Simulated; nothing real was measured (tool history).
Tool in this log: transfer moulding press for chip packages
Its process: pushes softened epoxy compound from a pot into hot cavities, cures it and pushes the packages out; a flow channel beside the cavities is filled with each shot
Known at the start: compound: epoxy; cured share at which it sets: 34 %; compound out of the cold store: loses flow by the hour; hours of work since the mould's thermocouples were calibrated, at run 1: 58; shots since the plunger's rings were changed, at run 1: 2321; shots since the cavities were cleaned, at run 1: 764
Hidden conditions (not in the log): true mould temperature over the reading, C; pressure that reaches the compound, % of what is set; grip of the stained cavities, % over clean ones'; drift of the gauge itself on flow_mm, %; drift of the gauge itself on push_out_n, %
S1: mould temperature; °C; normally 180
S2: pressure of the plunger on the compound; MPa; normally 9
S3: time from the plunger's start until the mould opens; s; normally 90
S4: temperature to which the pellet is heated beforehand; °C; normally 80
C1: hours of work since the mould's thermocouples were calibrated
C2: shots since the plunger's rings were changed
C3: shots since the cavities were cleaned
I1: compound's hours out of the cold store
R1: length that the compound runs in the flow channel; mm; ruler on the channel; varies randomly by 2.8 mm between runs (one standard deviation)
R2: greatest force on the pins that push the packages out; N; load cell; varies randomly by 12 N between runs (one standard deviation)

run,day,S1,S2,S3,S4,C1,C2,C3,I1,R1,R2
1,0,180,9,90,80,58,2321,764,46.1,563,1033
2,0.317,180,9,90,80,61,2387,830,12.5,622,1085
3,0.712,181,9,90,80,65,2470,913,26.8,589,1001
4,1.033,180,9,90,88,68,2538,981,24.1,600,1026
5,1.275,180,9,90,88,70,2589,1032,25,596,1088
# day 1.488: cavities cleaned with cleaning compound and waxed
6,1.679,180,9,90,88,73,2661,41,25.6,591,1174
7,1.892,180,9,90,78,76,2706,86,16.9,610,1170
8,2.158,180,9,90,78,78,2761,141,15.6,613,1165
9,2.512,180,9,90,78,82,2837,217,9.1,617,1205
10,2.812,180,9,90,78,85,2900,280,36.3,574,1173
11,3.204,180,9,90,78,89,2982,362,17.5,602,1197
12,3.446,180,9,90,78,91,3033,413,35,569,1091
# day 3.608: cavities cleaned with cleaning compound and waxed, once more
13,3.896,180,9,90,80,95,3114,60,17.8,601,635
14,4.3,180,10.78,90,80,99,3199,145,10,667,730
15,4.733,180,10.78,90,80,103,3290,236,37,619,809
16,5.012,174,9,90,81,106,3350,296,34.6,586,1305
17,5.212,174,9,90,81,108,3392,338,27.4,594,1344
18,5.533,174,9,90,81,111,3459,405,42.3,574,1325
19,5.954,174,9,90,81,115,3548,494,37.9,580,1464
# day 6.158: plunger's sealing rings changed
20,6.479,174,9,90,81,119,67,582,23.9,642,1484
21,6.692,174,9,90,81,121,112,627,18.9,648,1555
22,6.996,174,9,90,81,124,176,691,27.9,631,1585
23,7.229,180,9,81,80,127,225,740,9,655,1354
24,7.412,180,9,81,80,128,264,779,8.7,653,1336
25,7.712,180,8.72,81,83,131,327,842,32.9,601,1231
26,8.017,180,8.72,81,83,134,391,906,44.6,581,1269
27,8.225,180,8.72,81,83,136,435,950,23.2,615,1277
28,8.433,180,7.13,103,80,139,479,994,14,571,912

Expected results for the next run?
# day 8.825: cavities cleaned with cleaning compound and waxed
29,8.883,180,9,86,72,142,560,12,16.1,?,?

{"run 29": {"R1": 635, "R2": 636}}
Take away the tool's hidden state, keep the run-to-run variation as it was, and the same run would have given R1 643 mm, R2 624 N.
